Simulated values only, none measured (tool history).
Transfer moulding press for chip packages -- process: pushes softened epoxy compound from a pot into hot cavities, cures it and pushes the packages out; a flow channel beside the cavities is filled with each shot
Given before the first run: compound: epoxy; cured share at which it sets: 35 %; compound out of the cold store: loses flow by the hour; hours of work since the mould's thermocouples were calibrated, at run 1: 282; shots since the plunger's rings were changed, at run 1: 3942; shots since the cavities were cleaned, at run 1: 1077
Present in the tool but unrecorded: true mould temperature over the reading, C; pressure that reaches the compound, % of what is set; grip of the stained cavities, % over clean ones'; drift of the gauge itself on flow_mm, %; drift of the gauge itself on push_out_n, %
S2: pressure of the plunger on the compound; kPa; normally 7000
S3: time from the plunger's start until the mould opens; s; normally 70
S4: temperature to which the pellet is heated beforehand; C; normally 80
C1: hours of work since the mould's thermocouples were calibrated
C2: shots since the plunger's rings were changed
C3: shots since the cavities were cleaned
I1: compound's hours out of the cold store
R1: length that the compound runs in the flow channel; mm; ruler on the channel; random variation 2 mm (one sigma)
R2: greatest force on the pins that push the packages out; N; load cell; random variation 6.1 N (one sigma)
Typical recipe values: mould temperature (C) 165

{"run": 1, "day": 0.0, "mould temperature (C)": 165, "S2": 7000, "S3": 70, "S4": 80, "C1": 282, "C2": 3942, "C3": 1077, "I1": 14.5, "R1": 958, "R2": 359}
{"day": 0.292, "done": "cavities cleaned with cleaning compound and waxed"}
{"run": 2, "day": 0.338, "mould temperature (C)": 165, "S2": 5470, "S3": 70, "S4": 80, "C1": 287, "C2": 4067, "C3": 21, "I1": 40.6, "R1": 729, "R2": 231}
{"day": 0.783, "done": "plunger's sealing rings changed"}
{"run": 3, "day": 0.783, "mould temperature (C)": 165, "S2": 5470, "S3": 70, "S4": 80, "C1": 293, "C2": 0, "C3": 177, "I1": 13.4, "R1": 880, "R2": 266}
{"run": 4, "day": 1.142, "mould temperature (C)": 165, "S2": 5470, "S3": 70, "S4": 80, "C1": 299, "C2": 164, "C3": 341, "I1": 17.5, "R1": 854, "R2": 300}
{"run": 5, "day": 1.538, "mould temperature (C)": 165, "S2": 5470, "S3": 70, "S4": 80, "C1": 306, "C2": 343, "C3": 520, "I1": 39.4, "R1": 755, "R2": 300}
{"run": 6, "day": 1.804, "mould temperature (C)": 165, "S2": 5880, "S3": 70, "S4": 80, "C1": 310, "C2": 465, "C3": 642, "I1": 36.3, "R1": 797, "R2": 298}
{"run": 7, "day": 2.254, "mould temperature (C)": 165, "S2": 5880, "S3": 70, "S4": 80, "C1": 318, "C2": 669, "C3": 846, "I1": 41.0, "R1": 779, "R2": 331}
{"run": 8, "day": 2.725, "mould temperature (C)": 165, "S2": 7000, "S3": 102, "S4": 80, "C1": 326, "C2": 885, "C3": 1062, "I1": 14.6, "R1": 981, "R2": 256}
{"day": 3.075, "done": "cavities cleaned with cleaning compound and waxed"}
{"run": 9, "day": 3.288, "mould temperature (C)": 165, "S2": 7000, "S3": 102, "S4": 80, "C1": 334, "C2": 1112, "C3": 96, "I1": 27.2, "R1": 911, "R2": 197}
{"run": 10, "day": 3.604, "mould temperature (C)": 165, "S2": 7000, "S3": 102, "S4": 82, "C1": 340, "C2": 1256, "C3": 240, "I1": 43.4, "R1": 831, "R2": 209}
{"run": 11, "day": 4.167, "mould temperature (C)": 165, "S2": 7000, "S3": 102, "S4": 82, "C1": 349, "C2": 1512, "C3": 496, "I1": 36.3, "R1": 864, "R2": 231}
{"run": 12, "day": 4.6, "mould temperature (C)": 165, "S2": 7000, "S3": 102, "S4": 82, "C1": 357, "C2": 1710, "C3": 694, "I1": 44.1, "R1": 824, "R2": 239}
{"run": 13, "day": 4.879, "mould temperature (C)": 165, "S2": 7000, "S3": 70, "S4": 80, "C1": 361, "C2": 1836, "C3": 820, "I1": 45.1, "R1": 820, "R2": 307}
{"run": 14, "day": 5.162, "mould temperature (C)": 165, "S2": 7090, "S3": 70, "S4": 80, "C1": 366, "C2": 1966, "C3": 950, "I1": 29.0, "R1": 897, "R2": 347}
{"day": 5.75, "done": "cavities cleaned with cleaning compound and waxed"}
{"run": 15, "day": 5.788, "mould temperature (C)": 169, "S2": 6130, "S3": 70, "S4": 84, "C1": 376, "C2": 2221, "C3": 18, "I1": 42.7, "R1": 761, "R2": 209}
{"run": 16, "day": 6.192, "mould temperature (C)": 165, "S2": 5950, "S3": 63, "S4": 80, "C1": 383, "C2": 2405, "C3": 202, "I1": 20.3, "R1": 862, "R2": 331}
{"run": 17, "day": 6.629, "mould temperature (C)": 165, "S2": 5950, "S3": 63, "S4": 80, "C1": 390, "C2": 2604, "C3": 401, "I1": 40.5, "R1": 770, "R2": 345}
{"run": 18, "day": 7.058, "mould temperature (C)": 169, "S2": 7050, "S3": 63, "S4": 80, "C1": 397, "C2": 2800, "C3": 597, "I1": 34.4, "R1": 848, "R2": 290}
{"run": 19, "day": 7.546, "mould temperature (C)": 160, "S2": 7050, "S3": 104, "S4": 83, "C1": 406, "C2": 3021, "C3": 818, "I1": 13.6, "R1": 996, "R2": 264}
{"run": 20, "day": 7.888, "mould temperature (C)": 164, "S2": 7000, "S3": 58, "S4": 80, "C1": 412, "C2": 3177, "C3": 974, "I1": 44.0, "R1": 819, "R2": 480}
{"run": 21, "day": 8.217, "mould temperature (C)": 164, "S2": 7000, "S3": 58, "S4": 80, "C1": 417, "C2": 3327, "C3": 1124, "I1": 19.2, "R1": 941, "R2": 558}
{"day": 8.421, "done": "cavities cleaned with cleaning compound and waxed"}
{"run": 22, "day": 8.642, "mould temperature (C)": 164, "S2": 7000, "S3": 98, "S4": 80, "C1": 423, "C2": 3492, "C3": 101, "I1": 11.4, "R1": 983, "R2": 207}
{"run": 23, "day": 8.988, "mould temperature (C)": 164, "S2": 7000, "S3": 98, "S4": 80, "C1": 429, "C2": 3649, "C3": 258, "I1": 12.7, "R1": 968, "R2": 214}
{"run": 24, "day": 9.225, "mould temperature (C)": 166, "S2": 7000, "S3": 67, "S4": 80, "C1": 433, "C2": 3758, "C3": 367, "I1": 15.5, "R1": 944, "R2": 296}
{"run": 25, "day": 9.717, "mould temperature (C)": 166, "S2": 7000, "S3": 87, "S4": 80, "C1": 442, "C2": 3981, "C3": 590, "I1": 34.8, "R1": 846, "R2": 250}
{"run": 26, "day": 10.046, "mould temperature (C)": 168, "S2": 6490, "S3": 87, "S4": 80, "C1": 447, "C2": 4131, "C3": 740, "I1": 40.7, "R1": 784, "R2": 247}
{"day": 10.342, "done": "plunger's sealing rings changed"}
{"run": 27, "day": 10.617, "mould temperature (C)": 157, "S2": 7000, "S3": 70, "S4": 86, "C1": 455, "C2": 125, "C3": 953, "I1": 12.8, "R1": 1033, "R2": 676}
{"run": 28, "day": 10.958, "mould temperature (C)": 157, "S2": 8170, "S3": 70, "S4": 86, "C1": 461, "C2": 280, "C3": 1108, "I1": 25.7, "R1": 1039, "R2": 656}

3 options for the next run, each taken on its own from the tool as it stands now. Forecast them:
{"day": 11.192, "done": "cavities cleaned with cleaning compound and waxed"}
{"run": "A", "day": 11.379, "mould temperature (C)": 157, "S2": 7040, "S3": 70, "S4": 86, "C1": 467, "C2": 443, "C3": 85, "I1": 36.6, "R1": "?", "R2": "?"}
{"day": 11.192, "done": "cavities cleaned with cleaning compound and waxed"}
{"run": "B", "day": 11.379, "mould temperature (C)": 157, "S2": 8170, "S3": 70, "S4": 71, "C1": 467, "C2": 443, "C3": 85, "I1": 15.7, "R1": "?", "R2": "?"}
{"day": 11.192, "done": "cavities cleaned with cleaning compound and waxed"}
{"run": "C", "day": 11.379, "mould temperature (C)": 168, "S2": 7380, "S3": 70, "S4": 80, "C1": 467, "C2": 443, "C3": 85, "I1": 23.0, "R1": "?", "R2": "?"}

run=A R1=906 R2=449
run=B R1=1100 R2=496
run=C R1=950 R2=217
Stripped of hidden state, with their random variation kept, the same runs would have yielded:
run=A R1=906 R2=395
run=B R1=1099 R2=434
run=C R1=951 R2=197
